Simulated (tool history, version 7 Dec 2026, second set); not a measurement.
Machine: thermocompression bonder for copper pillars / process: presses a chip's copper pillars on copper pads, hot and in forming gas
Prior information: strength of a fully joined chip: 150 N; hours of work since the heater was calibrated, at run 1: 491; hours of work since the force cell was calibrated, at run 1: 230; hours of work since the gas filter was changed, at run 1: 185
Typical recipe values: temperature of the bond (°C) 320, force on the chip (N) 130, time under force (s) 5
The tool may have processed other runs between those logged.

| run | hour | temperature of the bond (°C) | force on the chip (N) | time under force (s) | hours of work since the heater was calibrated | hours of work since the force cell was calibrated | hours of work since the gas filter was changed | force that shears a chip off (N) |
|---|---|---|---|---|---|---|---|---|
| 1 | 0.0 | 320 | 130 | 5 | 491 | 230 | 185 | 79.0 |
| 2 | 26.4 | 320 | 147 | 5 | 511 | 250 | 205 | 87.6 |
| 3 | 68.1 | 320 | 130 | 5 | 542 | 281 | 236 | 79.1 |
| 4 | 106.8 | 320 | 130 | 5 | 571 | 310 | 265 | 78.9 |
|  | 126.7 | forming gas filter changed |
| 5 | 128.9 | 320 | 130 | 5 | 587 | 326 | 2 | 79.2 |
| 6 | 170.2 | 320 | 130 | 5 | 618 | 357 | 32 | 78.8 |
| 7 | 213.3 | 320 | 130 | 5 | 650 | 389 | 65 | 78.8 |
| 8 | 258.6 | 320 | 130 | 5 | 684 | 423 | 99 | 78.9 |
| 9 | 279.5 | 318 | 130 | 5 | 700 | 439 | 114 | 76.7 |
| 10 | 302.0 | 320 | 115 | 5 | 717 | 455 | 131 | 70.1 |
| 11 | 320.5 | 320 | 115 | 5 | 730 | 469 | 145 | 70.1 |
| 12 | 351.5 | 320 | 130 | 5 | 754 | 492 | 168 | 78.1 |
|  | 370.0 | heater calibrated with a thermocouple chip |
| 13 | 393.1 | 320 | 130 | 5 | 17 | 522 | 198 | 78.2 |
|  | 411.6 | gauge calibrated |
| 14 | 418.5 | 320 | 130 | 5 | 36 | 541 | 216 | 79.2 |
| 15 | 456.8 | 320 | 130 | 5 | 65 | 570 | 245 | 79.1 |
| 16 | 484.8 | 320 | 130 | 5 | 86 | 590 | 266 | 78.6 |
|  | 503.5 | forming gas filter changed |
| 17 | 523.9 | 320 | 130 | 5 | 115 | 619 | 15 | 79.4 |
| 18 | 550.7 | 305 | 130 | 5 | 135 | 639 | 35 | 66.5 |
| 19 | 593.0 | 305 | 130 | 9 | 166 | 671 | 67 | 81.2 |
| 20 | 628.4 | 305 | 130 | 9 | 193 | 697 | 93 | 80.9 |
| 21 | 651.2 | 320 | 174 | 5 | 210 | 714 | 110 | 98.5 |
| 22 | 677.3 | 320 | 174 | 5 | 229 | 734 | 130 | 98.2 |
| 23 | 698.7 | 306 | 143 | 6 | 245 | 750 | 146 | 77.5 |
| 24 | 735.9 | 306 | 143 | 6 | 273 | 778 | 174 | 77.5 |
| 25 | 773.7 | 306 | 143 | 6 | 301 | 806 | 202 | 77.3 |
| 26 | 809.0 | 332 | 130 | 5 | 328 | 832 | 228 | 88.0 |
| 27 | 839.3 | 332 | 130 | 5 | 350 | 855 | 251 | 88.0 |
|  | 876.2 | forming gas filter changed |
| 28 | 882.3 | 332 | 130 | 5 | 382 | 887 | 5 | 88.2 |
| 29 | 903.5 | 320 | 144 | 3 | 398 | 903 | 20 | 71.7 |
| 30 | 948.1 | 320 | 144 | 3 | 431 | 936 | 54 | 71.7 |
| 31 | 982.5 | 342 | 144 | 7 | 457 | 962 | 79 | 111.5 |
| 32 | 1013.1 | 342 | 144 | 7 | 480 | 984 | 102 | 110.6 |
| 33 | 1033.2 | 333 | 115 | 7 | 495 | 999 | 117 | 89.1 |
| 34 | 1054.4 | 324 | 130 | 9 | 511 | 1015 | 133 | 96.4 |
|  | 1060.8 | gauge calibrated |
| 35 | 1098.9 | 347 | 158 | 3 | 544 | 1049 | 166 | 101.4 |
| 36 | 1125.6 | 297 | 190 | 3 | 564 | 1068 | 186 | 71.2 |
| 37 | 1159.7 | 291 | 86 | 14 | 589 | 1094 | 212 | 54.9 |
| 38 | 1188.9 | 339 | 86 | 3 | 611 | 1116 | 234 | 55.2 |

Forecast each of these 5 alternatives for the next run:
| A | 1207.3 | 293 | 83 | 13 | 625 | 1129 | 247 | ? |
| B | 1207.3 | 297 | 119 | 5 | 625 | 1129 | 247 | ? |
| C | 1207.3 | 320 | 96 | 7 | 625 | 1129 | 247 | ? |
| D | 1207.3 | 320 | 195 | 14 | 625 | 1129 | 247 | ? |
| E | 1207.3 | 320 | 130 | 6 | 625 | 1129 | 247 | ? |

| run | force that shears a chip off (N) |
|---|---|
| A | 52.7 |
| B | 54.9 |
| C | 67.7 |
| D | 130.6 |
| E | 84.0 |
Stripped of hidden state, with their random variation kept, the same runs would have yielded:
| run | force that shears a chip off (N) |
|---|---|
| A | 52.7 |
| B | 55.0 |
| C | 67.8 |
| D | 131.3 |
| E | 84.1 |

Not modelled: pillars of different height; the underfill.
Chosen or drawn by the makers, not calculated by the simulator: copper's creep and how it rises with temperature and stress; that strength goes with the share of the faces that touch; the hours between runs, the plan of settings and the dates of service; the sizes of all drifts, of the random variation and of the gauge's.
